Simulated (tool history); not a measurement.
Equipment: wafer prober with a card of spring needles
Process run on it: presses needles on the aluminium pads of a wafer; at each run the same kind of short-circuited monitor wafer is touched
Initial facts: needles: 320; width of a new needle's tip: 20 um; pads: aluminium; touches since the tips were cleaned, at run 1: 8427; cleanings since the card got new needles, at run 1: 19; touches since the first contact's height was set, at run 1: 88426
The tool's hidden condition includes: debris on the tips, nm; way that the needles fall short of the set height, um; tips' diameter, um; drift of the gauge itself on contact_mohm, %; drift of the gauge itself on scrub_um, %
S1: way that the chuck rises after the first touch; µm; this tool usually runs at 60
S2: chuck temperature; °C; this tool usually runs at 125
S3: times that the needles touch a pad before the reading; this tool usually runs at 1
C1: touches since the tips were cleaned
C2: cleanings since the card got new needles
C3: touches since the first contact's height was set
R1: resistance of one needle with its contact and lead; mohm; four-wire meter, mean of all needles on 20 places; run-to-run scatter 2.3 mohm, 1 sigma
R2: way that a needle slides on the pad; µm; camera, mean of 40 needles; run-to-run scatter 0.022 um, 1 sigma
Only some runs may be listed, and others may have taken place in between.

{"run": 1, "hour": 0.0, "S1": 60, "S2": 125, "S3": 1, "C1": 8427, "C2": 19, "C3": 88426, "R1": 381, "R2": 9.11}
{"hour": 1.2, "done": "tips cleaned on abrasive film"}
{"run": 2, "hour": 13.8, "S1": 60, "S2": 125, "S3": 1, "C1": 6438, "C2": 20, "C3": 95401, "R1": 374, "R2": 9.1}
{"hour": 19.4, "done": "tips cleaned on abrasive film"}
{"run": 3, "hour": 21.3, "S1": 60, "S2": 125, "S3": 1, "C1": 935, "C2": 21, "C3": 99189, "R1": 294, "R2": 9.1}
{"run": 4, "hour": 32.5, "S1": 60, "S2": 125, "S3": 1, "C1": 6695, "C2": 21, "C3": 104949, "R1": 369, "R2": 9.07}
{"hour": 37.0, "done": "tips cleaned on abrasive film"}
{"hour": 41.0, "done": "height of the first contact set anew"}
{"run": 5, "hour": 45.1, "S1": 68, "S2": 125, "S3": 1, "C1": 4021, "C2": 22, "C3": 2114, "R1": 326, "R2": 10.51}
{"hour": 55.9, "done": "tips cleaned on abrasive film"}
{"run": 6, "hour": 56.5, "S1": 60, "S2": 125, "S3": 1, "C1": 288, "C2": 23, "C3": 7858, "R1": 285, "R2": 9.26}
{"run": 7, "hour": 66.2, "S1": 60, "S2": 125, "S3": 1, "C1": 5248, "C2": 23, "C3": 12818, "R1": 357, "R2": 9.25}
{"hour": 73.4, "done": "tips cleaned on abrasive film"}
{"run": 8, "hour": 76.6, "S1": 60, "S2": 125, "S3": 1, "C1": 1600, "C2": 24, "C3": 18060, "R1": 313, "R2": 9.23}
{"run": 9, "hour": 87.6, "S1": 58, "S2": 28, "S3": 1, "C1": 7250, "C2": 24, "C3": 23710, "R1": 375, "R2": 8.97}
{"hour": 91.6, "done": "tips cleaned on abrasive film"}
{"run": 10, "hour": 94.5, "S1": 60, "S2": 57, "S3": 1, "C1": 1499, "C2": 25, "C3": 27185, "R1": 296, "R2": 9.21}
{"run": 11, "hour": 105.5, "S1": 60, "S2": 57, "S3": 1, "C1": 7117, "C2": 25, "C3": 32803, "R1": 368, "R2": 9.24}
{"hour": 109.6, "done": "tips cleaned on abrasive film"}
{"run": 12, "hour": 113.9, "S1": 60, "S2": 118, "S3": 1, "C1": 2157, "C2": 26, "C3": 37013, "R1": 322, "R2": 9.22}
{"run": 13, "hour": 127.0, "S1": 43, "S2": 125, "S3": 2, "C1": 8861, "C2": 26, "C3": 43717, "R1": 409, "R2": 6.58}
{"hour": 127.9, "done": "tips cleaned on abrasive film"}
{"run": 14, "hour": 140.1, "S1": 79, "S2": 92, "S3": 1, "C1": 6244, "C2": 27, "C3": 50378, "R1": 310, "R2": 12.14}
{"hour": 146.3, "done": "tips cleaned on abrasive film"}
{"run": 15, "hour": 152.7, "S1": 64, "S2": 92, "S3": 1, "C1": 3259, "C2": 28, "C3": 56759, "R1": 322, "R2": 9.77}
{"run": 16, "hour": 160.9, "S1": 62, "S2": 125, "S3": 2, "C1": 7439, "C2": 28, "C3": 60939, "R1": 328, "R2": 9.48}

What if the next run were any one of these 3? Each begins from the tool's condition after run 16:
{"hour": 164.3, "done": "tips cleaned on abrasive film"}
{"run": "A", "hour": 170.1, "S1": 60, "S2": 125, "S3": 2, "C1": 2958, "C2": 29, "C3": 65594, "R1": "?", "R2": "?"}
{"hour": 164.3, "done": "tips cleaned on abrasive film"}
{"run": "B", "hour": 170.1, "S1": 75, "S2": 57, "S3": 2, "C1": 2958, "C2": 29, "C3": 65594, "R1": "?", "R2": "?"}
{"hour": 164.3, "done": "tips cleaned on abrasive film"}
{"run": "C", "hour": 170.1, "S1": 46, "S2": 124, "S3": 2, "C1": 2958, "C2": 29, "C3": 65594, "R1": "?", "R2": "?"}

run=A R1=308 R2=9.12
run=B R1=275 R2=11.47
run=C R1=350 R2=7.01
Without the tool's hidden state the same runs would have given:
run=A R1=262 R2=9.25
run=B R1=242 R2=11.61
run=C R1=274 R2=7.14

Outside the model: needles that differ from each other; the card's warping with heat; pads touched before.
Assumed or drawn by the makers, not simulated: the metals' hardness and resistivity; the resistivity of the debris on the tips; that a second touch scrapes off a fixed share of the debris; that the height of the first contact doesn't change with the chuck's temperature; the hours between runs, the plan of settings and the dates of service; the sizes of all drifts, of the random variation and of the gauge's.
